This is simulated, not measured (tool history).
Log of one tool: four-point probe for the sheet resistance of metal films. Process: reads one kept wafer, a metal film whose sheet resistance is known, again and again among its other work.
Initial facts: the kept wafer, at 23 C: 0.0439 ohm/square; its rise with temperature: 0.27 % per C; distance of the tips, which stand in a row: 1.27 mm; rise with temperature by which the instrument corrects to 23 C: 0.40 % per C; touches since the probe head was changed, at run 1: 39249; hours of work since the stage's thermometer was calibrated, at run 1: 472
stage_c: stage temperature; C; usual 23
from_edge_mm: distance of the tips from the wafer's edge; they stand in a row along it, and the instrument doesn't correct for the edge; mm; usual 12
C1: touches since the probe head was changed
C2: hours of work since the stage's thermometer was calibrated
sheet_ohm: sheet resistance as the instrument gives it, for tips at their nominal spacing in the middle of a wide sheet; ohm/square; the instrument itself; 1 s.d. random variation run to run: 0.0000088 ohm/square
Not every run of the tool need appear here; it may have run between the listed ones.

{"run": 1, "hour": 0.0, "stage_c": 23, "from_edge_mm": 12, "C1": 39249, "C2": 472, "sheet_ohm": 0.04392}
{"run": 2, "hour": 23.0, "stage_c": 23, "from_edge_mm": 12, "C1": 40533, "C2": 487, "sheet_ohm": 0.043943}
{"run": 3, "hour": 64.1, "stage_c": 18, "from_edge_mm": 12, "C1": 42833, "C2": 515, "sheet_ohm": 0.044216}
{"run": 4, "hour": 115.6, "stage_c": 18, "from_edge_mm": 12, "C1": 45711, "C2": 550, "sheet_ohm": 0.044218}
{"run": 5, "hour": 152.8, "stage_c": 18, "from_edge_mm": 12, "C1": 47787, "C2": 575, "sheet_ohm": 0.044235}
{"run": 6, "hour": 191.2, "stage_c": 18, "from_edge_mm": 12, "C1": 49933, "C2": 600, "sheet_ohm": 0.044239}
{"run": 7, "hour": 234.8, "stage_c": 21, "from_edge_mm": 4, "C1": 52372, "C2": 630, "sheet_ohm": 0.046046}
{"run": 8, "hour": 285.9, "stage_c": 25, "from_edge_mm": 74, "C1": 55226, "C2": 664, "sheet_ohm": 0.04359}
{"run": 9, "hour": 320.1, "stage_c": 23, "from_edge_mm": 9, "C1": 57138, "C2": 687, "sheet_ohm": 0.044153}
{"run": 10, "hour": 364.5, "stage_c": 21, "from_edge_mm": 6, "C1": 59618, "C2": 717, "sheet_ohm": 0.044853}
{"run": 11, "hour": 403.0, "stage_c": 31, "from_edge_mm": 5, "C1": 61774, "C2": 743, "sheet_ohm": 0.044737}

What would each run have given without the hidden state, its run-to-run variation left as it was?
What the log doesn't record here: inner tips' distance over the nominal, %; tips' flats over new ones', %; wafer's true temperature over the reading, C; drift of the gauge itself on sheet_ohm, %.
run=1 sheet_ohm=0.044159
run=2 sheet_ohm=0.044179
run=3 sheet_ohm=0.044448
run=4 sheet_ohm=0.044445
run=5 sheet_ohm=0.044457
run=6 sheet_ohm=0.044456
run=7 sheet_ohm=0.046266
run=8 sheet_ohm=0.043793
run=9 sheet_ohm=0.044355
run=10 sheet_ohm=0.045052
run=11 sheet_ohm=0.044932
